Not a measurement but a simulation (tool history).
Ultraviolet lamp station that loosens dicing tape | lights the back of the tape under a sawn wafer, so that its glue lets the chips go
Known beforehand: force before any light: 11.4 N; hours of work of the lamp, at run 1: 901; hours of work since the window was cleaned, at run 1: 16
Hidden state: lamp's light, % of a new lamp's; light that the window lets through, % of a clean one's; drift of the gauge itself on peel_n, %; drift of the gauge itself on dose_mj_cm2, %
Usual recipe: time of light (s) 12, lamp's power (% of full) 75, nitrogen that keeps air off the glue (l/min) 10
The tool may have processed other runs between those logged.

run   hour  time of light (s)  lamp's power (% of full)  nitrogen that keeps air off the glue (l/min)  hours of work of the lamp  hours of work since the window was cleaned  force that peels the tape off (N)  light that reached the tape (mJ/cm2)
  1    0.0                 12                        75                                            10                        901                                          16                              1.496                                   158
  2   44.8                 12                        80                                            10                        926                                          40                              1.354                                   168
  3   77.9                 12                        75                                             4                        943                                          58                              2.409                                   154
     113.0  -- lamp changed
  4  113.0                 12                        75                                             4                          0                                          77                              1.380                                   218
  5  149.2                 12                        75                                             4                         19                                          96                              1.467                                   215
  6  176.5                 12                        75                                             4                         34                                         111                              1.432                                   211
  7  227.1                 12                        75                                             4                         61                                         138                              1.547                                   204
  8  277.5                 12                        75                                             4                         89                                         165                              1.553                                   203
     282.1  -- window cleaned of glue's vapour
  9  323.2                 12                        75                                             4                        113                                          22                              1.788                                   188
 10  356.4                 12                        75                                             4                        131                                          40                              1.859                                   181
 11  405.6                 20                        79                                             5                        157                                          67                              0.497                                   317
 12  452.1                 20                        79                                             5                        183                                          92                              0.563                                   307
 13  500.3                 20                        77                                             4                        209                                         118                              0.728                                   293
     534.7  -- window cleaned of glue's vapour, once more
 14  551.3                 12                        67                                            16                        236                                           9                              0.915                                   181
 15  594.5                 18                        68                                             8                        259                                          32                              0.533                                   277
 16  616.7                  8                        79                                             3                        271                                          44                              3.128                                   137
 17  654.2                  8                        79                                             3                        291                                          64                              3.258                                   137
 18  685.0                  8                        79                                             3                        308                                          81                              3.279                                   134

Predict each of these 4 candidate next runs independently; none follows another, all start after run 18:
  A  725.0                 10                        63                                             3                        329                                         103                                  ?                                     ?
  B  725.0                 10                        68                                             5                        329                                         103                                  ?                                     ?
  C  725.0                  7                        75                                            10                        329                                         103                                  ?                                     ?
  D  725.0                 16                        65                                             4                        329                                         103                                  ?                                     ?

run  force that peels the tape off (N)  light that reached the tape (mJ/cm2)
  A                              3.241                                   133
  B                              2.403                                   149
  C                              2.758                                   107
  D                              1.303                                   221
Take away the tool's hidden state, keep each run's random variation, and the runs would have read:
run  force that peels the tape off (N)  light that reached the tape (mJ/cm2)
  A                              2.502                                   162
  B                              1.749                                   180
  C                              2.042                                   131
  D                              0.859                                   270

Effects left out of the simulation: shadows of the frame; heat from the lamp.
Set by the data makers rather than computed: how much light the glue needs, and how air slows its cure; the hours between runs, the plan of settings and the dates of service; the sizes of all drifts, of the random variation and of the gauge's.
